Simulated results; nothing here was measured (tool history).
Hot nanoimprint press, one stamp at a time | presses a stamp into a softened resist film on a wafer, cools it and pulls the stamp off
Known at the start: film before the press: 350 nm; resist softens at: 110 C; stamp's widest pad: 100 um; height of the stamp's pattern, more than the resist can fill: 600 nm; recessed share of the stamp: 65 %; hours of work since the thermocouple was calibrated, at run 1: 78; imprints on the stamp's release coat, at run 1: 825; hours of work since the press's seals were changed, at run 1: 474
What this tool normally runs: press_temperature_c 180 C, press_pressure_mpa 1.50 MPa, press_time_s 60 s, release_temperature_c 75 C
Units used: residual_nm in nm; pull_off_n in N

| run | hour | press_temperature_c | press_pressure_mpa | press_time_s | release_temperature_c | hours of work since the thermocouple was calibrated | imprints on the stamp's release coat | hours of work since the press's seals were changed | residual_nm | pull_off_n |
|---|---|---|---|---|---|---|---|---|---|---|
| 1 | 0.0 | 180 | 1.50 | 60 | 75 | 78 | 825 | 474 | 138.0 | 204 |
| 2 | 14.9 | 180 | 1.50 | 60 | 75 | 86 | 883 | 482 | 138.8 | 201 |
| 3 | 30.0 | 180 | 1.50 | 60 | 75 | 94 | 942 | 490 | 138.8 | 202 |
| 4 | 47.5 | 180 | 1.50 | 60 | 75 | 103 | 1010 | 499 | 138.5 | 203 |
| 5 | 66.4 | 180 | 1.50 | 60 | 75 | 113 | 1083 | 509 | 139.1 | 203 |
| 6 | 77.4 | 180 | 1.50 | 60 | 66 | 119 | 1126 | 515 | 139.1 | 217 |
| 7 | 95.5 | 180 | 1.50 | 60 | 66 | 128 | 1196 | 525 | 139.6 | 218 |
| 8 | 115.5 | 180 | 1.50 | 60 | 66 | 139 | 1274 | 535 | 140.0 | 215 |
|  | 133.9 | stamp cleaned and given a new release coat |
| 9 | 139.6 | 180 | 1.50 | 60 | 75 | 149 | 21 | 545 | 140.3 | 205 |
| 10 | 161.6 | 180 | 1.50 | 70 | 75 | 160 | 107 | 557 | 133.5 | 201 |
| 11 | 173.7 | 180 | 1.50 | 70 | 75 | 167 | 154 | 563 | 134.3 | 204 |
| 12 | 189.1 | 180 | 1.50 | 37 | 75 | 175 | 214 | 571 | 165.0 | 201 |
| 13 | 203.6 | 180 | 1.50 | 37 | 75 | 183 | 271 | 579 | 166.0 | 203 |
| 14 | 226.7 | 180 | 1.02 | 37 | 75 | 195 | 360 | 591 | 203.5 | 207 |
| 15 | 239.3 | 180 | 1.02 | 37 | 75 | 202 | 409 | 598 | 204.4 | 201 |
| 16 | 263.0 | 180 | 1.62 | 36 | 76 | 214 | 501 | 611 | 160.9 | 201 |
|  | 274.1 | gauge calibrated |
| 17 | 282.2 | 186 | 1.50 | 60 | 75 | 224 | 576 | 621 | 107.8 | 202 |
| 18 | 304.3 | 186 | 2.12 | 59 | 75 | 236 | 662 | 632 | 87.8 | 203 |
| 19 | 316.8 | 186 | 1.89 | 113 | 66 | 243 | 711 | 639 | 75.0 | 216 |
| 20 | 328.9 | 186 | 1.89 | 42 | 66 | 249 | 758 | 646 | 106.2 | 215 |
| 21 | 344.1 | 186 | 1.89 | 42 | 66 | 257 | 817 | 654 | 107.0 | 214 |
| 22 | 358.4 | 180 | 1.50 | 60 | 75 | 265 | 873 | 661 | 139.9 | 206 |
| 23 | 371.4 | 180 | 2.39 | 62 | 75 | 272 | 923 | 668 | 104.4 | 204 |
| 24 | 382.8 | 183 | 2.26 | 61 | 73 | 278 | 967 | 674 | 96.0 | 206 |
| 25 | 403.9 | 180 | 1.50 | 56 | 65 | 289 | 1050 | 685 | 143.5 | 221 |
| 26 | 426.4 | 173 | 1.50 | 35 | 75 | 301 | 1137 | 697 | 221.3 | 204 |
| 27 | 440.7 | 174 | 1.50 | 67 | 75 | 309 | 1193 | 705 | 175.9 | 205 |
| 28 | 456.6 | 184 | 2.10 | 67 | 81 | 317 | 1255 | 713 | 93.4 | 193 |
|  | 479.9 | stamp cleaned and given a new release coat |
| 29 | 480.8 | 184 | 1.29 | 40 | 81 | 327 | 3 | 723 | 150.4 | 194 |

What if the next run were any one of these 5? Each begins from the tool's condition after run 29:
| A | 491.4 | 177 | 1.50 | 60 | 72 | 332 | 45 | 729 | ? | ? |
| B | 491.4 | 180 | 2.00 | 43 | 75 | 332 | 45 | 729 | ? | ? |
| C | 491.4 | 180 | 1.54 | 107 | 66 | 332 | 45 | 729 | ? | ? |
| D | 491.4 | 184 | 1.16 | 40 | 81 | 332 | 45 | 729 | ? | ? |
| E | 491.4 | 191 | 1.50 | 60 | 75 | 332 | 45 | 729 | ? | ? |

| run | residual_nm | pull_off_n |
|---|---|---|
| A | 160.7 | 205 |
| B | 133.5 | 202 |
| C | 114.5 | 215 |
| D | 160.3 | 194 |
| E | 91.3 | 203 |
Stripped of hidden state, with their random variation kept, the same runs would have yielded:
| run | residual_nm | pull_off_n |
|---|---|---|
| A | 157.1 | 205 |
| B | 130.5 | 202 |
| C | 112.0 | 215 |
| D | 156.8 | 194 |
| E | 89.3 | 203 |
